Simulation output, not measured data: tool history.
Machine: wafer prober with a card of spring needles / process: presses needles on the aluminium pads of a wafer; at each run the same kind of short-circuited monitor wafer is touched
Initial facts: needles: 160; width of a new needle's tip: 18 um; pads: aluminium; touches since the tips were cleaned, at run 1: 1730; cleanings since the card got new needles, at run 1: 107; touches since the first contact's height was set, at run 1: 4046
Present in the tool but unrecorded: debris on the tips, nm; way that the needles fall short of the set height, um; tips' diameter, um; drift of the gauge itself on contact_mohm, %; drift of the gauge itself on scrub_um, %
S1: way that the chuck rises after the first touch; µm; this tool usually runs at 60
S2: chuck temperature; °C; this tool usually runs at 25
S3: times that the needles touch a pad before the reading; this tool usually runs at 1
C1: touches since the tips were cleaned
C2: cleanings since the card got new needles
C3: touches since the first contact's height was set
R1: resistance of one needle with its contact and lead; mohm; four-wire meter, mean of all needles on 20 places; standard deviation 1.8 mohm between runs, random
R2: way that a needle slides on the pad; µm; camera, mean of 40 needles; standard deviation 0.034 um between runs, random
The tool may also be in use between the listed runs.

{"run": 1, "day": 0.0, "S1": 60, "S2": 25, "S3": 1, "C1": 1730, "C2": 107, "C3": 4046, "R1": 260, "R2": 9.33}
{"day": 0.088, "done": "tips cleaned on abrasive film"}
{"day": 0.3, "done": "tips cleaned on abrasive film"}
{"day": 0.5, "done": "tips cleaned on abrasive film"}
{"run": 2, "day": 0.588, "S1": 60, "S2": 93, "S3": 1, "C1": 1482, "C2": 110, "C3": 14104, "R1": 269, "R2": 9.24}
{"day": 0.717, "done": "tips cleaned on abrasive film"}
{"day": 0.921, "done": "tips cleaned on abrasive film"}
{"day": 1.142, "done": "tips cleaned on abrasive film"}
{"run": 3, "day": 1.142, "S1": 60, "S2": 25, "S3": 1, "C1": 0, "C2": 113, "C3": 23674, "R1": 198, "R2": 9.3}
{"day": 1.35, "done": "tips cleaned on abrasive film"}
{"day": 1.567, "done": "tips cleaned on abrasive film"}
{"run": 4, "day": 1.65, "S1": 60, "S2": 25, "S3": 1, "C1": 1479, "C2": 115, "C3": 32447, "R1": 252, "R2": 9.32}
{"day": 1.788, "done": "tips cleaned on abrasive film"}
{"day": 1.992, "done": "tips cleaned on abrasive film"}
{"day": 2.212, "done": "tips cleaned on abrasive film"}
{"run": 5, "day": 2.342, "S1": 60, "S2": 25, "S3": 1, "C1": 2242, "C2": 118, "C3": 44323, "R1": 285, "R2": 9.26}
{"day": 2.433, "done": "tips cleaned on abrasive film"}
{"day": 2.646, "done": "tips cleaned on abrasive film"}
{"day": 2.858, "done": "tips cleaned on abrasive film"}
{"run": 6, "day": 2.917, "S1": 60, "S2": 25, "S3": 2, "C1": 1021, "C2": 121, "C3": 54177, "R1": 220, "R2": 9.17}
{"day": 3.046, "done": "tips cleaned on abrasive film"}
{"day": 3.242, "done": "tips cleaned on abrasive film"}
{"run": 7, "day": 3.242, "S1": 60, "S2": 25, "S3": 2, "C1": 0, "C2": 123, "C3": 59773, "R1": 195, "R2": 9.2}
{"day": 3.462, "done": "tips cleaned on abrasive film"}
{"day": 3.654, "done": "tips cleaned on abrasive film"}
{"run": 8, "day": 3.654, "S1": 60, "S2": 28, "S3": 1, "C1": 0, "C2": 125, "C3": 66874, "R1": 205, "R2": 9.19}
{"day": 3.862, "done": "tips cleaned on abrasive film"}
{"day": 4.079, "done": "tips cleaned on abrasive film"}
{"run": 9, "day": 4.233, "S1": 70, "S2": 28, "S3": 1, "C1": 2727, "C2": 127, "C3": 76885, "R1": 257, "R2": 10.76}
{"day": 4.283, "done": "tips cleaned on abrasive film"}
{"day": 4.496, "done": "tips cleaned on abrasive film"}
{"day": 4.679, "done": "tips cleaned on abrasive film"}
{"day": 4.9, "done": "tips cleaned on abrasive film"}
{"run": 10, "day": 4.954, "S1": 60, "S2": 25, "S3": 2, "C1": 965, "C2": 131, "C3": 89247, "R1": 221, "R2": 9.14}
{"day": 5.125, "done": "tips cleaned on abrasive film"}
{"day": 5.317, "done": "tips cleaned on abrasive film"}
{"run": 11, "day": 5.317, "S1": 60, "S2": 25, "S3": 1, "C1": 0, "C2": 133, "C3": 95434, "R1": 201, "R2": 9.05}
{"day": 5.529, "done": "tips cleaned on abrasive film"}
{"day": 5.721, "done": "tips cleaned on abrasive film"}
{"run": 12, "day": 5.883, "S1": 60, "S2": 25, "S3": 1, "C1": 2802, "C2": 135, "C3": 105205, "R1": 293, "R2": 9.09}
{"day": 5.921, "done": "tips cleaned on abrasive film"}
{"day": 6.133, "done": "tips cleaned on abrasive film"}
{"day": 6.35, "done": "tips cleaned on abrasive film"}
{"run": 13, "day": 6.383, "S1": 60, "S2": 25, "S3": 1, "C1": 624, "C2": 138, "C3": 113799, "R1": 230, "R2": 9.05}
{"day": 6.562, "done": "tips cleaned on abrasive film"}
{"day": 6.746, "done": "tips cleaned on abrasive film"}
{"run": 14, "day": 6.746, "S1": 60, "S2": 25, "S3": 1, "C1": 0, "C2": 140, "C3": 120001, "R1": 200, "R2": 9.03}
{"day": 6.958, "done": "tips cleaned on abrasive film"}
{"day": 7.183, "done": "tips cleaned on abrasive film"}
{"day": 7.4, "done": "tips cleaned on abrasive film"}
{"run": 15, "day": 7.417, "S1": 60, "S2": 65, "S3": 1, "C1": 297, "C2": 143, "C3": 131534, "R1": 224, "R2": 9.07}
{"day": 7.583, "done": "tips cleaned on abrasive film"}
{"day": 7.796, "done": "tips cleaned on abrasive film"}
{"day": 8.021, "done": "tips cleaned on abrasive film"}
{"run": 16, "day": 8.154, "S1": 60, "S2": 65, "S3": 1, "C1": 2324, "C2": 146, "C3": 144276, "R1": 299, "R2": 9.01}
{"day": 8.204, "done": "tips cleaned on abrasive film"}
{"day": 8.425, "done": "tips cleaned on abrasive film"}
{"day": 8.642, "done": "tips cleaned on abrasive film"}
{"run": 17, "day": 8.667, "S1": 60, "S2": 65, "S3": 1, "C1": 432, "C2": 149, "C3": 153047, "R1": 237, "R2": 8.97}
{"day": 8.833, "done": "tips cleaned on abrasive film"}
{"day": 9.042, "done": "tips cleaned on abrasive film"}
{"day": 9.258, "done": "tips cleaned on abrasive film"}
{"run": 18, "day": 9.396, "S1": 60, "S2": 55, "S3": 2, "C1": 2401, "C2": 152, "C3": 165642, "R1": 258, "R2": 8.98}
{"day": 9.446, "done": "tips cleaned on abrasive film"}
{"day": 9.658, "done": "tips cleaned on abrasive film"}
{"day": 9.858, "done": "tips cleaned on abrasive film"}
{"run": 19, "day": 9.979, "S1": 71, "S2": 57, "S3": 3, "C1": 2091, "C2": 155, "C3": 175634, "R1": 216, "R2": 10.57}
{"day": 10.067, "done": "tips cleaned on abrasive film"}
{"day": 10.288, "done": "tips cleaned on abrasive film"}
{"day": 10.508, "done": "tips cleaned on abrasive film"}
{"run": 20, "day": 10.642, "S1": 71, "S2": 57, "S3": 3, "C1": 2316, "C2": 158, "C3": 187063, "R1": 222, "R2": 10.64}
{"day": 10.721, "done": "tips cleaned on abrasive film"}
{"day": 10.733, "done": "height of the first contact set anew"}
{"day": 10.946, "done": "tips cleaned on abrasive film"}
{"day": 11.125, "done": "tips cleaned on abrasive film"}
{"run": 21, "day": 11.138, "S1": 51, "S2": 29, "S3": 1, "C1": 198, "C2": 161, "C3": 6954, "R1": 233, "R2": 7.26}
{"day": 11.308, "done": "tips cleaned on abrasive film"}
{"day": 11.512, "done": "tips cleaned on abrasive film"}
{"run": 22, "day": 11.583, "S1": 51, "S2": 29, "S3": 1, "C1": 1200, "C2": 163, "C3": 14630, "R1": 312, "R2": 7.2}
{"day": 11.717, "done": "tips cleaned on abrasive film"}
{"day": 11.929, "done": "height of the first contact set anew, once more"}
{"day": 11.933, "done": "tips cleaned on abrasive film"}
{"run": 23, "day": 12.012, "S1": 70, "S2": 25, "S3": 2, "C1": 1366, "C2": 165, "C3": 1366, "R1": 217, "R2": 10.85}
{"day": 12.133, "done": "tips cleaned on abrasive film"}
{"day": 12.35, "done": "tips cleaned on abrasive film"}
{"run": 24, "day": 12.517, "S1": 71, "S2": 61, "S3": 1, "C1": 2980, "C2": 167, "C3": 10095, "R1": 266, "R2": 11.03}
{"day": 12.567, "done": "tips cleaned on abrasive film"}
{"day": 12.788, "done": "tips cleaned on abrasive film"}
{"day": 13.004, "done": "tips cleaned on abrasive film"}
{"day": 13.192, "done": "tips cleaned on abrasive film"}
{"run": 25, "day": 13.192, "S1": 52, "S2": 42, "S3": 1, "C1": 0, "C2": 171, "C3": 21609, "R1": 211, "R2": 8.02}
{"day": 13.404, "done": "tips cleaned on abrasive film"}
{"day": 13.617, "done": "tips cleaned on abrasive film"}
{"day": 14.117, "done": "card fitted with new needles"}
{"run": 26, "day": 14.196, "S1": 52, "S2": 42, "S3": 1, "C1": 1403, "C2": 0, "C3": 1403, "R1": 254, "R2": 8.04}
{"day": 14.333, "done": "tips cleaned on abrasive film"}
{"day": 14.546, "done": "tips cleaned on abrasive film"}
{"run": 27, "day": 14.671, "S1": 52, "S2": 42, "S3": 1, "C1": 2187, "C2": 2, "C3": 9546, "R1": 288, "R2": 8.07}
{"day": 14.758, "done": "tips cleaned on abrasive film"}
{"day": 14.975, "done": "tips cleaned on abrasive film"}
{"day": 15.188, "done": "tips cleaned on abrasive film"}
{"run": 28, "day": 15.225, "S1": 52, "S2": 42, "S3": 1, "C1": 684, "C2": 5, "C3": 19075, "R1": 234, "R2": 8.05}
{"day": 15.396, "done": "tips cleaned on abrasive film"}
{"day": 15.612, "done": "tips cleaned on abrasive film"}
{"run": 29, "day": 15.75, "S1": 68, "S2": 65, "S3": 2, "C1": 2432, "C2": 7, "C3": 28132, "R1": 229, "R2": 10.47}

For each run, the measured value with the value that run would have given without the tool's hidden condition subtracted. The run-to-run variation is shared by both, the gauge scatter possibly not:
run=1 R1=+75 R2=-0.01
run=2 R1=+66 R2=-0.03
run=3 R1=+13 R2=-0.05
run=4 R1=+65 R2=-0.07
run=5 R1=+98 R2=-0.10
run=6 R1=+33 R2=-0.12
run=7 R1=+11 R2=-0.13
run=8 R1=+16 R2=-0.15
run=9 R1=+77 R2=-0.16
run=10 R1=+36 R2=-0.20
run=11 R1=+15 R2=-0.22
run=12 R1=+107 R2=-0.24
run=13 R1=+44 R2=-0.26
run=14 R1=+12 R2=-0.27
run=15 R1=+30 R2=-0.30
run=16 R1=+104 R2=-0.32
run=17 R1=+41 R2=-0.35
run=18 R1=+66 R2=-0.37
run=19 R1=+29 R2=-0.40
run=20 R1=+31 R2=-0.42
run=21 R1=+41 R2=-0.71
run=22 R1=+117 R2=-0.73
run=23 R1=+36 R2=-0.01
run=24 R1=+78 R2=-0.02
run=25 R1=+19 R2=-0.05
run=26 R1=+61 R2=+0.00
run=27 R1=+94 R2=-0.01
run=28 R1=+40 R2=-0.03
run=29 R1=+36 R2=-0.05

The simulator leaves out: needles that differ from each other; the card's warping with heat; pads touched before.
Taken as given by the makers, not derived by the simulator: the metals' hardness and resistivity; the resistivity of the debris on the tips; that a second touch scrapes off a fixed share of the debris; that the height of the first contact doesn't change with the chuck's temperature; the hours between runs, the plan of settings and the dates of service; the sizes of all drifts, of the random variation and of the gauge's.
